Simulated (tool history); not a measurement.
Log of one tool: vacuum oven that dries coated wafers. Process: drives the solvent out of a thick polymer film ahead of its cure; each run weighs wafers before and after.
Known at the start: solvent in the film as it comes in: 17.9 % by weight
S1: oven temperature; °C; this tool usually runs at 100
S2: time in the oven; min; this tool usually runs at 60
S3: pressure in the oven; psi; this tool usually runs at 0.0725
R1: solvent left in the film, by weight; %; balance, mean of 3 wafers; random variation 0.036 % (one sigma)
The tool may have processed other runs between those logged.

run    hour   S1  S2      S3    R1
  1       0  100  60  0.0725  1.92
  2    19.4  100  60  0.0725  1.89
  3    53.6  100  60  0.0725  1.87
  4    79.6  100  60  0.0725   1.9
  5     122  100  60  0.0725  1.77
  6   159.9  100  60  0.0725  1.84
  7   201.9  100  60  0.0725  1.87
  8   231.1  100  60  0.0725  1.86
  9   267.9  100  43  0.0725  3.08
 10   308.6  100  43  0.0725  3.08
 11   337.4  100  60  0.0725  1.96
 12     370  100  60  0.0725  1.91
 13   398.5  100  60  0.0725  1.92
 14   437.5  100  60  0.0725  1.93
 15   474.4  100  60  0.0725  1.94
 16   506.4  100  60  0.0725  1.87
 17   526.8   87  60  0.0725  4.82
 18   555.3   87  60  0.0725  4.79
 19   592.4  100  60  0.0725  1.93
 20   618.2  100  60  0.0725  1.92
 21   649.3  100  60  0.0725  1.91
 22   691.3  100  60  0.1759  2.54
      696.5  -- vacuum gauge cleaned of residue and calibrated
 23   730.2  111  85  0.0775  0.71
 24     767  112  42  0.1091  1.46
      800.6  -- vacuum gauge cleaned of residue and calibrated, once more
 25     805  112  42  0.1091  1.12
 26   832.7  112  42  0.1091  1.06
 27   869.5  112  42  0.1091  1.11
 28   897.6  115  47  0.0725  0.55
 29   935.5  100  71  0.0725   1.2
 30   969.6  115  95  0.2886  1.07
 31  1003.2  105  60  0.0526  0.83
 32  1044.7  113  73  0.2103  0.88
 33  1075.1  100  46  0.0732  2.47
 34  1107.6  100  49  0.2123  3.02
 35  1143.3  100  49  0.2123  3.09
 36  1177.2   91  92  0.0412  1.51
 37  1216.6   91  70  0.0412  2.46
 38  1240.1   96  36  0.0544  4.48
 39  1275.9   96  36  0.0544  4.44

Each row is a separate what-if for the run after 39, all from the same tool condition, not one after another. Results?
  A  1300   89  36  0.2023   ?
  B  1300   96  36  0.0922   ?
  C  1300  104  40  0.1772   ?
  D  1300  100  60  0.0844   ?

run    R1
  A  7.13
  B  4.63
  C  2.81
  D   1.7
Stripped of hidden state, with their random variation kept, the same runs would have yielded:
run    R1
  A  7.31
  B  4.79
  C  2.92
  D  1.77
